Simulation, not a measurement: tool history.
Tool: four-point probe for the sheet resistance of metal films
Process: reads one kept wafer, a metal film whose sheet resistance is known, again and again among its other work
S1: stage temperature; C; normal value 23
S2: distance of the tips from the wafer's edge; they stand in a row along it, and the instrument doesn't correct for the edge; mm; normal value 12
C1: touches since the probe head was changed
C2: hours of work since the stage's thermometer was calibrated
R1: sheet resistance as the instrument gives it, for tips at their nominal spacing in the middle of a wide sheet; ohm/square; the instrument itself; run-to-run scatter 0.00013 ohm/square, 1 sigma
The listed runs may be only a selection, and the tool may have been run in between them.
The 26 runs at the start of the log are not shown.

run,day,S1,S2,C1,C2,R1
27,43.575,34,18,74971,1583,0.658218
28,45.038,34,12,76517,1607,0.659789
29,47.471,31,10,79092,1647,0.660364
30,50.000,29,40,81764,1689,0.656583
31,52.425,29,40,84330,1729,0.656237
32,54.688,23,40,86719,1767,0.655553
33,57.125,23,40,89298,1807,0.655141
34,59.108,27,10,91394,1840,0.659137
# day 61.046: new probe head fitted
35,61.046,20,17,0,1871,0.659319
36,63.012,33,46,2079,1903,0.659571
37,65.238,33,46,4432,1940,0.659696
38,66.962,33,4,6257,1969,0.680585
39,68.967,26,10,8378,2002,0.661977
40,70.250,27,68,9732,2023,0.658550
41,71.550,35,22,11110,2044,0.659735
42,73.083,35,22,12730,2070,0.659797
43,74.354,28,5,14074,2091,0.672114
44,76.796,28,5,16656,2131,0.672092

Alternative continuations, all from the tool just after run 44; predict every row:
A,77.875,23,6,17795,2149,?
B,77.875,20,12,17795,2149,?
C,77.875,20,36,17795,2149,?
D,77.875,18,6,17795,2149,?
E,77.875,20,24,17795,2149,?

run,R1
A,0.667178
B,0.659491
C,0.657329
D,0.666494
E,0.657660
Without the tool's unlogged condition, the same runs would have read:
run,R1
A,0.668650
B,0.660954
C,0.658788
D,0.667976
E,0.659119
